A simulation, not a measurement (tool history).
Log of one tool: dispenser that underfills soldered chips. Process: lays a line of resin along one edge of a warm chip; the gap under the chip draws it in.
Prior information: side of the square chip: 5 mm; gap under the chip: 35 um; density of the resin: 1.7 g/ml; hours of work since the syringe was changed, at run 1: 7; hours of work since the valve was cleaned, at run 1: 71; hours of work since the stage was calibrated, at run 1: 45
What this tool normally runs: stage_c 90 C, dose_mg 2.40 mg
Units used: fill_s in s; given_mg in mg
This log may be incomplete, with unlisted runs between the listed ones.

run,day,stage_c,dose_mg,hours of work since the syringe was changed,hours of work since the valve was cleaned,hours of work since the stage was calibrated,fill_s,given_mg
1,0.000,90,2.40,7,71,45,84.1,2.29
# day 0.054: new syringe of resin
2,0.208,90,2.41,2,74,48,63.3,2.31
3,0.354,90,2.41,4,76,50,70.9,2.30
4,0.525,90,2.41,7,78,53,84.8,2.27
# day 0.558: new syringe of resin
5,0.821,90,2.41,4,83,57,70.1,2.29
6,0.992,90,2.41,6,85,60,82.2,2.27
# day 1.067: new syringe of resin
7,1.171,90,2.41,2,88,62,61.6,2.30
8,1.362,90,2.41,4,90,65,73.9,2.24
# day 1.571: new syringe of resin
9,1.642,97,2.14,1,94,69,44.3,2.03
10,1.850,99,2.29,4,97,72,49.3,2.16
11,2.050,105,2.95,7,100,75,46.7,2.77
# day 2.079: new syringe of resin
12,2.258,99,2.29,3,103,78,45.2,2.16
13,2.450,83,2.76,5,106,81,100.5,2.60
# day 2.583: new syringe of resin
# day 2.683: dispensing valve cleaned and set on the balance
14,2.708,99,3.07,1,0,84,39.1,3.08
15,3.000,99,3.07,6,5,88,51.9,3.06
# day 3.146: new syringe of resin
16,3.192,86,2.36,1,7,91,67.1,2.33

Consider 5 possible next runs. They are alternatives, not a sequence: every one starts from the tool as it was left by run 16. What does each give?
A,3.388,96,2.40,4,10,94,?,?
B,3.388,86,2.22,4,10,94,?,?
C,3.388,86,2.52,4,10,94,?,?
D,3.388,83,3.02,4,10,94,?,?
E,3.388,86,3.09,4,10,94,?,?

run,fill_s,given_mg
A,52.8,2.39
B,80.2,2.20
C,78.8,2.50
D,89.9,3.00
E,79.0,3.07
With the hidden condition removed and each run's random variation left untouched, the same runs would have given:
run,fill_s,given_mg
A,42.7,2.40
B,65.1,2.22
C,64.0,2.52
D,73.1,3.03
E,64.2,3.09

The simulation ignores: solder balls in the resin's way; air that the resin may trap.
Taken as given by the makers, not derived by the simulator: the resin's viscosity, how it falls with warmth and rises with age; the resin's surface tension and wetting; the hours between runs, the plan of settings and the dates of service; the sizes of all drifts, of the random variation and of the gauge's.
